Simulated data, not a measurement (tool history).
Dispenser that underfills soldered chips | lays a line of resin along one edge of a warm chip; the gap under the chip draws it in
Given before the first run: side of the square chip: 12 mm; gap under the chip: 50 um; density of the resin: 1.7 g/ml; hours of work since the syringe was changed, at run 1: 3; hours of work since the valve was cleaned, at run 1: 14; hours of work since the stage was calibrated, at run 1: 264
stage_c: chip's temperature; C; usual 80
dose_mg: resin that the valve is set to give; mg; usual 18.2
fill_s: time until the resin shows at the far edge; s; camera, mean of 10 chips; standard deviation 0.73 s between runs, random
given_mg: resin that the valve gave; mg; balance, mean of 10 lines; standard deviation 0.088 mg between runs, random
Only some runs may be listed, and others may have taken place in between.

run   hour  stage_c  dose_mg  hours of work since the syringe was changed  hours of work since the valve was cleaned  hours of work since the stage was calibrated  fill_s  given_mg
  1      0       80     18.2                                            3                                         14                                           264    82.3     18.03
       6.9  -- new syringe of resin
  2    9.9       80     18.2                                            2                                         21                                           271    77.8     17.91
      18.2  -- new syringe of resin
  3   20.6       80     18.2                                            2                                         29                                           279    78.1     17.74
        30  -- new syringe of resin
  4   32.1       80     18.2                                            2                                         37                                           287    76.3     17.65
      42.1  -- new syringe of resin
  5   43.6       80     18.2                                            1                                         45                                           295    74.5     17.72
      54.4  -- new syringe of resin
  6   56.8       80     18.2                                            2                                         55                                           305    78.5     17.47
  7   62.9       83     18.2                                            6                                         60                                           310    81.9     17.37
      66.4  -- new syringe of resin
  8   72.3       83     18.2                                            4                                         66                                           316    74.6     17.33
        78  -- new syringe of resin
  9   79.1       83     18.2                                            1                                         71                                           321    64.9     17.27
      89.8  -- new syringe of resin
 10   91.8       83     18.2                                            2                                         80                                           331    65.9     17.09
 11   99.5       83     18.2                                            7                                         86                                           336    89.4      17.1
     101.6  -- new syringe of resin
 12  108.1       80     19.8                                            5                                         92                                           343    90.6     18.51
     113.8  -- new syringe of resin
 13  116.3       80     19.8                                            2                                         98                                           348    78.5     18.38
     125.5  -- new syringe of resin
 14  125.5       80     19.8                                            0                                        105                                           355    69.8     18.22
 15  132.6       80     17.2                                            5                                        110                                           360    94.5     15.69
     137.5  -- new syringe of resin
 16  141.7       79     22.5                                            3                                        117                                           367    86.3     20.69
     148.9  -- new syringe of resin
 17  152.7       73     16.3                                            3                                        125                                           375   125.8      14.8
     160.8  -- new syringe of resin
 18  166.6       82     18.2                                            4                                        135                                           385    82.9     16.35
       173  -- new syringe of resin
       174  -- dispensing valve cleaned and set on the balance
 19  178.3       82     17.5                                            3                                          3                                           393    76.2     17.35
       186  -- new syringe of resin
 20  188.8       84     19.9                                            2                                         11                                           401    64.7     19.73
     197.2  -- new syringe of resin
 21  197.2       78       19                                            0                                         17                                           407      80     18.61
 22  204.3       78       19                                            5                                         22                                           412   103.5     18.73
       209  -- new syringe of resin
 23  217.6       78       19                                            6                                         32                                           422   109.6     18.52
     221.4  -- new syringe of resin
 24  229.8       88     20.7                                            6                                         41                                           431    66.3     20.07
     233.1  -- new syringe of resin
 25  236.7       88     20.7                                            3                                         46                                           436    53.8     20.08

3 options for the next run, each taken on its own from the tool as it stands now. Forecast them:
     245.1  -- new syringe of resin
  A  248.7       70     16.3                                            3                                         55                                           444       ?         ?
     245.1  -- new syringe of resin
  B  248.7       75     18.2                                            3                                         55                                           444       ?         ?
     245.1  -- new syringe of resin
  C  248.7       94     18.2                                            3                                         55                                           444       ?         ?

run  fill_s  given_mg
  A   145.6     15.61
  B   108.9     17.33
  C    41.8     17.39
With the hidden condition removed and each run's random variation left untouched, the same runs would have given:
run  fill_s  given_mg
  A   114.8      16.3
  B    86.5     18.09
  C    33.6     18.15
